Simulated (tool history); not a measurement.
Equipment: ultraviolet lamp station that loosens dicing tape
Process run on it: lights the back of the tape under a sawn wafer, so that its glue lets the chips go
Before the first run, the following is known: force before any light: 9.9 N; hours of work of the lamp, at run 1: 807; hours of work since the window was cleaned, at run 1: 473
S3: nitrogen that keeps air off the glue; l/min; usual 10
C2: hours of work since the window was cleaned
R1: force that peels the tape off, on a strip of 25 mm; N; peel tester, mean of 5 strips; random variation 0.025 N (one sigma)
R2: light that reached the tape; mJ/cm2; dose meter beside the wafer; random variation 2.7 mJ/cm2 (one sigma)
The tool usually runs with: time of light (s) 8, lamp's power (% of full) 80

{"run": 1, "hour": 0.0, "time of light (s)": 8, "lamp's power (% of full)": 80, "S3": 10, "hours of work of the lamp": 807, "C2": 473, "R1": 2.488, "R2": 239}
{"run": 2, "hour": 35.4, "time of light (s)": 8, "lamp's power (% of full)": 80, "S3": 6, "hours of work of the lamp": 832, "C2": 498, "R1": 3.213, "R2": 239}
{"run": 3, "hour": 56.2, "time of light (s)": 8, "lamp's power (% of full)": 80, "S3": 10, "hours of work of the lamp": 846, "C2": 513, "R1": 2.517, "R2": 231}
{"run": 4, "hour": 85.6, "time of light (s)": 8, "lamp's power (% of full)": 60, "S3": 10, "hours of work of the lamp": 867, "C2": 534, "R1": 3.681, "R2": 171}
{"run": 5, "hour": 107.9, "time of light (s)": 8, "lamp's power (% of full)": 60, "S3": 10, "hours of work of the lamp": 883, "C2": 549, "R1": 3.684, "R2": 168}
{"run": 6, "hour": 126.1, "time of light (s)": 8, "lamp's power (% of full)": 80, "S3": 9, "hours of work of the lamp": 896, "C2": 562, "R1": 2.833, "R2": 224}
{"run": 7, "hour": 162.4, "time of light (s)": 8, "lamp's power (% of full)": 80, "S3": 6, "hours of work of the lamp": 922, "C2": 588, "R1": 3.549, "R2": 217}
{"run": 8, "hour": 196.5, "time of light (s)": 8, "lamp's power (% of full)": 80, "S3": 6, "hours of work of the lamp": 946, "C2": 612, "R1": 3.597, "R2": 218}
{"run": 9, "hour": 222.3, "time of light (s)": 8, "lamp's power (% of full)": 80, "S3": 6, "hours of work of the lamp": 964, "C2": 631, "R1": 3.662, "R2": 210}
{"run": 10, "hour": 256.6, "time of light (s)": 8, "lamp's power (% of full)": 80, "S3": 10, "hours of work of the lamp": 989, "C2": 655, "R1": 3.054, "R2": 207}
{"hour": 277.5, "done": "window cleaned of glue's vapour"}
{"run": 11, "hour": 278.7, "time of light (s)": 8, "lamp's power (% of full)": 80, "S3": 10, "hours of work of the lamp": 1004, "C2": 1, "R1": 2.318, "R2": 251}
{"hour": 312.1, "done": "lamp changed"}
{"run": 12, "hour": 318.6, "time of light (s)": 8, "lamp's power (% of full)": 80, "S3": 10, "hours of work of the lamp": 5, "C2": 29, "R1": 1.308, "R2": 354}
{"run": 13, "hour": 355.1, "time of light (s)": 8, "lamp's power (% of full)": 67, "S3": 10, "hours of work of the lamp": 31, "C2": 54, "R1": 1.814, "R2": 295}
{"run": 14, "hour": 390.3, "time of light (s)": 8, "lamp's power (% of full)": 67, "S3": 10, "hours of work of the lamp": 56, "C2": 79, "R1": 1.8, "R2": 291}
{"run": 15, "hour": 415.1, "time of light (s)": 8, "lamp's power (% of full)": 67, "S3": 10, "hours of work of the lamp": 73, "C2": 97, "R1": 1.923, "R2": 290}
{"run": 16, "hour": 455.3, "time of light (s)": 8, "lamp's power (% of full)": 67, "S3": 10, "hours of work of the lamp": 102, "C2": 126, "R1": 1.914, "R2": 286}
{"run": 17, "hour": 471.6, "time of light (s)": 8, "lamp's power (% of full)": 67, "S3": 10, "hours of work of the lamp": 113, "C2": 137, "R1": 1.922, "R2": 285}
{"run": 18, "hour": 500.1, "time of light (s)": 8, "lamp's power (% of full)": 67, "S3": 10, "hours of work of the lamp": 133, "C2": 157, "R1": 2.03, "R2": 278}
{"run": 19, "hour": 524.9, "time of light (s)": 8, "lamp's power (% of full)": 80, "S3": 4, "hours of work of the lamp": 151, "C2": 175, "R1": 2.592, "R2": 333}
{"run": 20, "hour": 558.7, "time of light (s)": 13, "lamp's power (% of full)": 80, "S3": 10, "hours of work of the lamp": 175, "C2": 199, "R1": 0.634, "R2": 519}
{"run": 21, "hour": 596.2, "time of light (s)": 8, "lamp's power (% of full)": 80, "S3": 4, "hours of work of the lamp": 202, "C2": 226, "R1": 2.722, "R2": 319}
{"run": 22, "hour": 631.8, "time of light (s)": 8, "lamp's power (% of full)": 86, "S3": 16, "hours of work of the lamp": 227, "C2": 251, "R1": 1.094, "R2": 332}
{"run": 23, "hour": 669.2, "time of light (s)": 8, "lamp's power (% of full)": 86, "S3": 16, "hours of work of the lamp": 254, "C2": 277, "R1": 1.148, "R2": 328}
{"run": 24, "hour": 704.1, "time of light (s)": 8, "lamp's power (% of full)": 93, "S3": 16, "hours of work of the lamp": 278, "C2": 302, "R1": 0.988, "R2": 348}
{"run": 25, "hour": 724.3, "time of light (s)": 8, "lamp's power (% of full)": 93, "S3": 16, "hours of work of the lamp": 293, "C2": 317, "R1": 1.021, "R2": 345}
{"run": 26, "hour": 756.0, "time of light (s)": 8, "lamp's power (% of full)": 73, "S3": 8, "hours of work of the lamp": 315, "C2": 339, "R1": 2.328, "R2": 268}
{"run": 27, "hour": 786.1, "time of light (s)": 11, "lamp's power (% of full)": 68, "S3": 19, "hours of work of the lamp": 337, "C2": 360, "R1": 0.957, "R2": 339}
{"run": 28, "hour": 813.3, "time of light (s)": 14, "lamp's power (% of full)": 69, "S3": 10, "hours of work of the lamp": 356, "C2": 380, "R1": 0.913, "R2": 440}
{"run": 29, "hour": 853.2, "time of light (s)": 7, "lamp's power (% of full)": 71, "S3": 10, "hours of work of the lamp": 384, "C2": 408, "R1": 2.731, "R2": 220}
{"run": 30, "hour": 874.3, "time of light (s)": 8, "lamp's power (% of full)": 80, "S3": 5, "hours of work of the lamp": 399, "C2": 423, "R1": 2.907, "R2": 281}
{"run": 31, "hour": 895.1, "time of light (s)": 6, "lamp's power (% of full)": 80, "S3": 10, "hours of work of the lamp": 414, "C2": 438, "R1": 2.916, "R2": 206}
{"run": 32, "hour": 920.8, "time of light (s)": 6, "lamp's power (% of full)": 80, "S3": 10, "hours of work of the lamp": 432, "C2": 456, "R1": 3.005, "R2": 204}
{"run": 33, "hour": 956.7, "time of light (s)": 7, "lamp's power (% of full)": 77, "S3": 4, "hours of work of the lamp": 458, "C2": 482, "R1": 3.814, "R2": 224}
{"run": 34, "hour": 991.6, "time of light (s)": 15, "lamp's power (% of full)": 73, "S3": 11, "hours of work of the lamp": 483, "C2": 506, "R1": 0.768, "R2": 455}
{"run": 35, "hour": 1021.0, "time of light (s)": 9, "lamp's power (% of full)": 93, "S3": 17, "hours of work of the lamp": 503, "C2": 527, "R1": 1.055, "R2": 340}
{"run": 36, "hour": 1043.9, "time of light (s)": 8, "lamp's power (% of full)": 80, "S3": 6, "hours of work of the lamp": 520, "C2": 544, "R1": 2.792, "R2": 259}
{"run": 37, "hour": 1075.6, "time of light (s)": 8, "lamp's power (% of full)": 80, "S3": 18, "hours of work of the lamp": 542, "C2": 566, "R1": 1.691, "R2": 254}
{"run": 38, "hour": 1109.6, "time of light (s)": 8, "lamp's power (% of full)": 80, "S3": 18, "hours of work of the lamp": 566, "C2": 590, "R1": 1.711, "R2": 251}
{"run": 39, "hour": 1143.8, "time of light (s)": 8, "lamp's power (% of full)": 80, "S3": 18, "hours of work of the lamp": 591, "C2": 614, "R1": 1.756, "R2": 244}
{"run": 40, "hour": 1166.0, "time of light (s)": 8, "lamp's power (% of full)": 100, "S3": 18, "hours of work of the lamp": 606, "C2": 630, "R1": 1.254, "R2": 302}

Entry by entry between the runs, the difference in hidden state between the last listed run before and the first listed run after:
After run 10, before run 11: window cleaned of glue's vapour (hour 277.5)
  lamp's light, % of a new lamp's: 69.1 -> 68.7; light that the window lets through, % of a clean one's: 81.6 -> 99.5
  measured value less the no-hidden-state value, R1: +1.762 -> +1.066 N; R2: -159 -> -116 mJ/cm2
After run 11, before run 12: lamp changed (hour 312.1)
  lamp's light, % of a new lamp's: 68.7 -> 98.2; light that the window lets through, % of a clean one's: 99.5 -> 98.8
  measured value less the no-hidden-state value, R1: +1.066 -> +0.069 N; R2: -116 -> -11 mJ/cm2
